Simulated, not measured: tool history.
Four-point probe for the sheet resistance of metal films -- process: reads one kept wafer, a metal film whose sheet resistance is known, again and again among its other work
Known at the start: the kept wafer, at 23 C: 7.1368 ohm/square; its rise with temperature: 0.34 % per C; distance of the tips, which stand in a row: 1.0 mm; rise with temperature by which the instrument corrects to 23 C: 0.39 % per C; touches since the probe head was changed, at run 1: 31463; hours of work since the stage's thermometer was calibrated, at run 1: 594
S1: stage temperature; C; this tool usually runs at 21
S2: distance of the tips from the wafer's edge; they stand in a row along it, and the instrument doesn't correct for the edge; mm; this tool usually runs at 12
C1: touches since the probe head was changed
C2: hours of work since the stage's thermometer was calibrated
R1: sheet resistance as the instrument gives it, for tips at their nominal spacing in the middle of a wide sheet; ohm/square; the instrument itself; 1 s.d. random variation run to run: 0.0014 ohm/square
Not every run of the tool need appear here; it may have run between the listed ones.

run	hour	S1	S2	C1	C2	R1
1	0	21	12	31463	594	7.215131
2	28.3	29	12	32409	614	7.185775
3	61.4	29	12	33516	638	7.183812
4	95.7	21	8	34663	662	7.247233
5	122.1	21	11	35548	681	7.220756
6	143.8	21	12	36272	697	7.214835
7	167.6	22	27	37070	714	7.192628
8	197.6	24	23	38072	735	7.185696
9	230.3	24	23	39167	759	7.184098
10	247.5	25	7	39739	771	7.255258
11	265.7	25	7	40351	784	7.254786

Below, each run's measurement less what the same run would have read without the hidden state. Both values contain the same run-to-run variation, but the gauge's scatter may not be the same in both:
What the log doesn't record here: inner tips' distance over the nominal, %; tips' flats over new ones', %; wafer's true temperature over the reading, C; drift of the gauge itself on sheet_ohm, %.
run	R1
1	+0.042694
2	+0.042922
3	+0.043539
4	+0.044664
5	+0.044969
6	+0.04533
7	+0.04559
8	+0.046037
9	+0.04665
10	+0.047362
11	+0.047691
